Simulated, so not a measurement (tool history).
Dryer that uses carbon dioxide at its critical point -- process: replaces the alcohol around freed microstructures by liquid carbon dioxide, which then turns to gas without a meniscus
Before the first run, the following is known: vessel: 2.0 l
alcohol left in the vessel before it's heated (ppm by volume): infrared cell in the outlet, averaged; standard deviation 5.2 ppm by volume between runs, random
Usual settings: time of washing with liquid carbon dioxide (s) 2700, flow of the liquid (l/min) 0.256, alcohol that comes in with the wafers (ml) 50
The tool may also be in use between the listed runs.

| run | hour | time of washing with liquid carbon dioxide (s) | flow of the liquid (l/min) | alcohol that comes in with the wafers (ml) | alcohol left in the vessel before it's heated (ppm by volume) |
|---|---|---|---|---|---|
| 1 | 0 | 2700 | 0.256 | 50 | 143 |
| 2 | 20 | 2700 | 0.256 | 50 | 153 |
| 3 | 39.8 | 2700 | 0.256 | 50 | 154 |
| 4 | 56.7 | 2700 | 0.256 | 50 | 170 |
| 5 | 70.6 | 2700 | 0.256 | 50 | 167 |
| 6 | 84.9 | 3480 | 0.168 | 23 | 154 |
| 7 | 105 | 3600 | 0.256 | 71 | 60 |
| 8 | 120.3 | 1680 | 0.351 | 45 | 330 |
| 9 | 141.7 | 3840 | 0.395 | 45 | 27 |

What does the tool deliver on the next run?
| 10 | 158.3 | 3780 | 0.383 | 89 | ? |

alcohol left in the vessel before it's heated (ppm by volume): 29
With the hidden condition absent and the run-to-run variation left alone, this run would have shown alcohol left in the vessel before it's heated (ppm by volume) 8.

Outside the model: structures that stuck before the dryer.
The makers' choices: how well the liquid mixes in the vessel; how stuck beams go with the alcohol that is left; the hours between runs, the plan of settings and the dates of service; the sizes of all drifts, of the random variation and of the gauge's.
